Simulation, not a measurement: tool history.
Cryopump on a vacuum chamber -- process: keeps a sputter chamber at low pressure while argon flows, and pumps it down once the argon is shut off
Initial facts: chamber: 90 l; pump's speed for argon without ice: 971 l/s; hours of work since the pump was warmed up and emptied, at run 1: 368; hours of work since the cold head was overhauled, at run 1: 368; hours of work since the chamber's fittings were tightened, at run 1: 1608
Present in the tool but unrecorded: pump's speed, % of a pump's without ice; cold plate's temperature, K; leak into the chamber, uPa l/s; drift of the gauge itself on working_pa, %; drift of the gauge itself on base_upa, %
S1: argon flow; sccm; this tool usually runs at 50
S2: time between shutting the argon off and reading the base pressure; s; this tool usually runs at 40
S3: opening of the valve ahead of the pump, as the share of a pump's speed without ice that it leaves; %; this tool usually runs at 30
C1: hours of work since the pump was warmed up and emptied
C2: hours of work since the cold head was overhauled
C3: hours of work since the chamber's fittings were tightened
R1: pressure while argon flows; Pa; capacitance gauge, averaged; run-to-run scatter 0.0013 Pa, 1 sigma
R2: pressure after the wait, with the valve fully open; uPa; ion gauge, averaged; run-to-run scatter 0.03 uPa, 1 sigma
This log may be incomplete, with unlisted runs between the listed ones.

| run | hour | S1 | S2 | S3 | C1 | C2 | C3 | R1 | R2 |
|---|---|---|---|---|---|---|---|---|---|
| 1 | 0 | 50 | 40 | 30 | 368 | 368 | 1608 | 0.3006 | 3.35 |
| 2 | 31 | 50 | 40 | 30 | 391 | 391 | 1631 | 0.3 | 3.38 |
| 3 | 44.8 | 69 | 40 | 30 | 401 | 401 | 1642 | 0.4147 | 3.36 |
| 4 | 60 | 69 | 40 | 30 | 412 | 412 | 1653 | 0.4152 | 3.46 |
| 5 | 89.7 | 69 | 40 | 30 | 434 | 434 | 1675 | 0.4135 | 3.37 |
| 6 | 119.4 | 69 | 40 | 30 | 456 | 456 | 1697 | 0.4185 | 3.38 |
| 7 | 145.9 | 69 | 40 | 30 | 476 | 476 | 1716 | 0.4156 | 3.51 |
| 8 | 160.8 | 50 | 40 | 30 | 487 | 487 | 1728 | 0.3012 | 3.47 |
| 9 | 175.3 | 42 | 204 | 30 | 497 | 497 | 1738 | 0.2543 | 2.59 |
| 10 | 202.3 | 47 | 40 | 25 | 517 | 517 | 1758 | 0.3394 | 3.74 |
| 11 | 235.4 | 47 | 40 | 25 | 542 | 542 | 1783 | 0.3396 | 3.63 |
| 12 | 268.6 | 83 | 34 | 23 | 567 | 567 | 1807 | 0.6496 | 3.85 |
| 13 | 290.3 | 83 | 34 | 23 | 583 | 583 | 1823 | 0.6489 | 3.91 |
| 14 | 310.8 | 50 | 135 | 55 | 598 | 598 | 1839 | 0.1725 | 2.86 |
| 15 | 327.2 | 50 | 135 | 49 | 610 | 610 | 1851 | 0.1933 | 2.97 |

Consider 5 possible next runs. They are alternatives, not a sequence: every one starts from the tool as it was left by run 15. What does each give?
| A | 344.8 | 30 | 195 | 27 | 623 | 623 | 1864 | ? | ? |
| B | 344.8 | 39 | 24 | 24 | 623 | 623 | 1864 | ? | ? |
| C | 344.8 | 47 | 177 | 17 | 623 | 623 | 1864 | ? | ? |
| D | 344.8 | 64 | 42 | 44 | 623 | 623 | 1864 | ? | ? |
| E | 344.8 | 50 | 72 | 40 | 623 | 623 | 1864 | ? | ? |

| run | R1 | R2 |
|---|---|---|
| A | 0.2028 | 2.87 |
| B | 0.2962 | 4.62 |
| C | 0.4987 | 2.87 |
| D | 0.2741 | 3.81 |
| E | 0.2339 | 3.32 |
Without the tool's hidden state the same runs would have given:
| run | R1 | R2 |
|---|---|---|
| A | 0.1934 | 0.54 |
| B | 0.2839 | 2.29 |
| C | 0.4838 | 0.55 |
| D | 0.2539 | 1.46 |
| E | 0.2182 | 0.98 |

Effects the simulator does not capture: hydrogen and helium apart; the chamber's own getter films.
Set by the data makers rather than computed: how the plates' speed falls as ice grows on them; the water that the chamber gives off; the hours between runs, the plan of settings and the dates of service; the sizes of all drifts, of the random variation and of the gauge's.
